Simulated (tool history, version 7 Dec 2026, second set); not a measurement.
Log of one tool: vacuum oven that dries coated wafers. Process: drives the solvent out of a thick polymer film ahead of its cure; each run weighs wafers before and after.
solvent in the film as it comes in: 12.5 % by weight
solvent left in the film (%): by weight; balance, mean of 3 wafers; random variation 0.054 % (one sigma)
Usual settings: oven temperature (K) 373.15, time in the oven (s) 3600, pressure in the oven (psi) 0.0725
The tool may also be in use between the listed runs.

Run 1, hour 0: usual settings. Result: solvent left in the film (%) 1.96.
Run 2, hour 6.4: usual settings. Result: solvent left in the film (%) 2.02.
Run 3, hour 14.5: usual settings. Result: solvent left in the film (%) 1.99.
Run 4, hour 21.1: usual settings. Result: solvent left in the film (%) 1.96.
Run 5, hour 32.6: usual settings. Result: solvent left in the film (%) 1.94.
Run 6, hour 44.3: usual settings. Result: solvent left in the film (%) 2.01.
Run 7, hour 49.9: usual settings. Result: solvent left in the film (%) 1.91.
Run 8, hour 58: usual settings. Result: solvent left in the film (%) 1.96.
Run 9, hour 64.7: usual settings but time in the oven (s) 3660. Result: solvent left in the film (%) 2.01.
Run 10, hour 75.6: usual settings but time in the oven (s) 3660. Result: solvent left in the film (%) 1.86.
Run 11, hour 87.7: usual settings but time in the oven (s) 3660. Result: solvent left in the film (%) 1.89.
Run 12, hour 96.5: usual settings but time in the oven (s) 3660. Result: solvent left in the film (%) 1.93.
Run 13, hour 101.8: usual settings but time in the oven (s) 3660. Result: solvent left in the film (%) 1.98.
Run 14, hour 111.6: usual settings but time in the oven (s) 2100. Result: solvent left in the film (%) 3.75.
Run 15, hour 123.9: usual settings. Result: solvent left in the film (%) 2.04.
Run 16, hour 131.1: usual settings. Result: solvent left in the film (%) 2.01.
Run 17, hour 137.9: usual settings. Result: solvent left in the film (%) 2.03.
Run 18, hour 147.8: usual settings. Result: solvent left in the film (%) 1.95.
Run 19, hour 158.9: usual settings. Result: solvent left in the film (%) 2.02.
Run 20, hour 167: usual settings. Result: solvent left in the film (%) 1.97.
Run 21, hour 179.2: usual settings but time in the oven (s) 2280. Result: solvent left in the film (%) 3.48.
Run 22, hour 187.4: usual settings but time in the oven (s) 2280. Result: solvent left in the film (%) 3.31.
Run 23, hour 198.1: usual settings. Result: solvent left in the film (%) 1.94.
Run 24, hour 206.6: usual settings but pressure in the oven (psi) 0.0474. Result: solvent left in the film (%) 1.84.
Run 25, hour 215.7: usual settings but oven temperature (K) 369.15, time in the oven (s) 3540, pressure in the oven (psi) 0.1453. Result: solvent left in the film (%) 3.29.
Run 26, hour 223.6: usual settings but oven temperature (K) 369.15, time in the oven (s) 3540, pressure in the oven (psi) 0.1453. Result: solvent left in the film (%) 3.27.
Run 27, hour 229.8: usual settings but oven temperature (K) 369.15, time in the oven (s) 6120, pressure in the oven (psi) 0.1453. Result: solvent left in the film (%) 1.81.
Run 28, hour 235.7: usual settings but oven temperature (K) 369.15, time in the oven (s) 6120, pressure in the oven (psi) 0.1453. Result: solvent left in the film (%) 1.83.
Run 29, hour 246: usual settings but oven temperature (K) 377.15. Result: solvent left in the film (%) 1.3.
Run 30, hour 256.4: usual settings but oven temperature (K) 377.15. Result: solvent left in the film (%) 1.3.
Run 31, hour 268.2: usual settings but oven temperature (K) 363.15, time in the oven (s) 3120, pressure in the oven (psi) 0.1456. Result: solvent left in the film (%) 5.2.
Run 32, hour 279.9: usual settings but oven temperature (K) 378.15, time in the oven (s) 1860, pressure in the oven (psi) 0.0663. Result: solvent left in the film (%) 2.97.
Run 33, hour 290.1: usual settings but oven temperature (K) 378.15, time in the oven (s) 2340, pressure in the oven (psi) 0.0365. Result: solvent left in the film (%) 2.19.
Run 34, hour 297.9: usual settings but oven temperature (K) 378.15, time in the oven (s) 2460, pressure in the oven (psi) 0.0737. Result: solvent left in the film (%) 2.17.
Run 35, hour 309: usual settings but oven temperature (K) 386.15, time in the oven (s) 6180, pressure in the oven (psi) 0.1619. Result: solvent left in the film (%) 0.6.
Run 36, hour 315.9: usual settings but oven temperature (K) 361.15, time in the oven (s) 3960, pressure in the oven (psi) 0.2698. Result: solvent left in the film (%) 5.64.
Run 37, hour 326.5: usual settings but oven temperature (K) 359.15, time in the oven (s) 3720, pressure in the oven (psi) 0.0418. Result: solvent left in the film (%) 4.95.
Run 38, hour 334.6: usual settings but oven temperature (K) 372.15, time in the oven (s) 6000, pressure in the oven (psi) 0.0418. Result: solvent left in the film (%) 0.9.
Run 39, hour 342.9: usual settings but pressure in the oven (psi) 0.0365. Result: solvent left in the film (%) 1.77.
Run 40, hour 349.1: usual settings but time in the oven (s) 6420, pressure in the oven (psi) 0.2. Result: solvent left in the film (%) 1.46.
Run 41, hour 355.1: usual settings but time in the oven (s) 5700, pressure in the oven (psi) 0.0802. Result: solvent left in the film (%) 1.05.
Run 42, hour 360.1: usual settings but time in the oven (s) 5700, pressure in the oven (psi) 0.0802. Result: solvent left in the film (%) 0.94.
Run 43, hour 370.1: usual settings but time in the oven (s) 5700, pressure in the oven (psi) 0.0802. Result: solvent left in the film (%) 0.92.
Run 44, hour 380.5: usual settings but time in the oven (s) 5700, pressure in the oven (psi) 0.0802. Result: solvent left in the film (%) 1.
Run 45, hour 390.9: usual settings but time in the oven (s) 5700, pressure in the oven (psi) 0.0802. Result: solvent left in the film (%) 0.98.
Run 46, hour 397: usual settings but oven temperature (K) 378.15, time in the oven (s) 5700, pressure in the oven (psi) 0.2154. Result: solvent left in the film (%) 1.22.
Run 47, hour 402.1: usual settings but oven temperature (K) 378.15, time in the oven (s) 2940, pressure in the oven (psi) 0.2777. Result: solvent left in the film (%) 2.51.

Forecast each of these 3 alternatives for the next run:
Run A, hour 411.8: usual settings but oven temperature (K) 380.15, time in the oven (s) 5580, pressure in the oven (psi) 0.2152. Result: solvent left in the film (%) ?.
Run B, hour 411.8: usual settings but oven temperature (K) 359.15, time in the oven (s) 5940, pressure in the oven (psi) 0.1046. Result: solvent left in the film (%) ?.
Run C, hour 411.8: usual settings but oven temperature (K) 385.15, time in the oven (s) 2940, pressure in the oven (psi) 0.2777. Result: solvent left in the film (%) ?.

run  solvent left in the film (%)
  A                          1.02
  B                          3.75
  C                          1.41
Without the tool's hidden state the same runs would have given:
run  solvent left in the film (%)
  A                          1.01
  B                          3.73
  C                           1.4
